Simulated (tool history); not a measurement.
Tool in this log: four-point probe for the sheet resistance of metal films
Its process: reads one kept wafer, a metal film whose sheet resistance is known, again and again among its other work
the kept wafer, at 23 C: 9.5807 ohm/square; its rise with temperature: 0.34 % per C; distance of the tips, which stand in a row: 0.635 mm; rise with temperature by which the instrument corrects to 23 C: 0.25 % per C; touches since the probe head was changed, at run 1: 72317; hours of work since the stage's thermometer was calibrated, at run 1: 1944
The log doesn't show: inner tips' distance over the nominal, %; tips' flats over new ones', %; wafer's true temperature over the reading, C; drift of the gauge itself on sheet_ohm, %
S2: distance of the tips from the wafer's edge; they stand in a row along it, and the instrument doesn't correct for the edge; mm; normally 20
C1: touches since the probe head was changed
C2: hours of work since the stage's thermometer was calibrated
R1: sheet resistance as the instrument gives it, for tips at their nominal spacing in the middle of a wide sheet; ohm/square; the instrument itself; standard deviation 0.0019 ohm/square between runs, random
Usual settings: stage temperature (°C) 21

Run 1, hour 0.0: usual settings; C1 72317; C2 1944. Result: R1 9.468420 ohm/square.
Run 2, hour 110.0: usual settings but stage temperature (°C) 33; C1 74199; C2 1992. Result: R1 9.567230 ohm/square.
Run 3, hour 237.9: usual settings; C1 76388; C2 2049. Result: R1 9.463211 ohm/square.
Run 4, hour 350.0: usual settings; C1 78306; C2 2098. Result: R1 9.461510 ohm/square.
Run 5, hour 483.2: usual settings; C1 80586; C2 2157. Result: R1 9.460102 ohm/square.
Run 6, hour 579.2: usual settings; C1 82228; C2 2199. Result: R1 9.457987 ohm/square.
Run 7, hour 708.8: usual settings; C1 84445; C2 2256. Result: R1 9.453100 ohm/square.
Run 8, hour 819.8: usual settings; C1 86344; C2 2305. Result: R1 9.455290 ohm/square.
Run 9, hour 944.4: usual settings; C1 88477; C2 2360. Result: R1 9.449685 ohm/square.
Run 10, hour 1027.5: usual settings; C1 89899; C2 2396. Result: R1 9.450004 ohm/square.
Run 11, hour 1130.6: usual settings but S2 12 mm; C1 91663; C2 2442. Result: R1 9.458743 ohm/square.
Run 12, hour 1191.5: usual settings but S2 12 mm; C1 92704; C2 2469. Result: R1 9.457947 ohm/square.
Run 13, hour 1290.6: usual settings but S2 12 mm; C1 94400; C2 2512. Result: R1 9.454385 ohm/square.
Run 14, hour 1365.0: usual settings but stage temperature (°C) 20; C1 95672; C2 2545. Result: R1 9.435705 ohm/square.
Run 15, hour 1441.4: usual settings but stage temperature (°C) 29, S2 5 mm; C1 96981; C2 2579. Result: R1 9.586434 ohm/square.
Run 16, hour 1514.4: usual settings but stage temperature (°C) 20, S2 42 mm; C1 98229; C2 2611. Result: R1 9.431244 ohm/square.
Run 17, hour 1593.0: usual settings but stage temperature (°C) 25; C1 99574; C2 2645. Result: R1 9.473930 ohm/square.
Run 18, hour 1668.9: usual settings but stage temperature (°C) 25; C1 100872; C2 2679. Result: R1 9.471730 ohm/square.
At hour 1693.8: stage's thermometer calibrated.
Run 19, hour 1793.2: usual settings but stage temperature (°C) 23, S2 36 mm; C1 102991; C2 44. Result: R1 9.481396 ohm/square.
Run 20, hour 1869.7: usual settings but stage temperature (°C) 23, S2 36 mm; C1 104301; C2 77. Result: R1 9.482412 ohm/square.
Run 21, hour 1962.4: usual settings but stage temperature (°C) 28, S2 18 mm; C1 105885; C2 118. Result: R1 9.523006 ohm/square.
Run 22, hour 2070.3: usual settings but stage temperature (°C) 28, S2 18 mm; C1 107733; C2 166. Result: R1 9.524942 ohm/square.
Run 23, hour 2157.9: usual settings but stage temperature (°C) 28, S2 5 mm; C1 109231; C2 204. Result: R1 9.600173 ohm/square.
Run 24, hour 2261.2: usual settings but S2 21 mm; C1 110999; C2 250. Result: R1 9.461201 ohm/square.
Run 25, hour 2383.8: usual settings but stage temperature (°C) 20, S2 4 mm; C1 113096; C2 304. Result: R1 9.572259 ohm/square.
Run 26, hour 2464.3: usual settings but stage temperature (°C) 20, S2 4 mm; C1 114474; C2 339. Result: R1 9.570536 ohm/square.
Run 27, hour 2570.5: usual settings but stage temperature (°C) 26, S2 3 mm; C1 116291; C2 386. Result: R1 9.716235 ohm/square.

What if the next run were any one of these 5? Each begins from the tool's condition after run 27:
Run A, hour 2661.8: usual settings but stage temperature (°C) 31, S2 15 mm; C1 117854; C2 426. Result: R1 ?.
Run B, hour 2661.8: usual settings but stage temperature (°C) 28, S2 47 mm; C1 117854; C2 426. Result: R1 ?.
Run C, hour 2661.8: usual settings but stage temperature (°C) 24; C1 117854; C2 426. Result: R1 ?.
Run D, hour 2661.8: usual settings but stage temperature (°C) 18, S2 44 mm; C1 117854; C2 426. Result: R1 ?.
Run E, hour 2661.8: usual settings but stage temperature (°C) 31, S2 57 mm; C1 117854; C2 426. Result: R1 ?.

run        R1
  A  9.538358
  B  9.503616
  C  9.478315
  D  9.427069
  E  9.532738
Stripped of hidden state, with their random variation kept, the same runs would have yielded:
run        R1
  A  9.654024
  B  9.618895
  C  9.593322
  D  9.541516
  E  9.648343
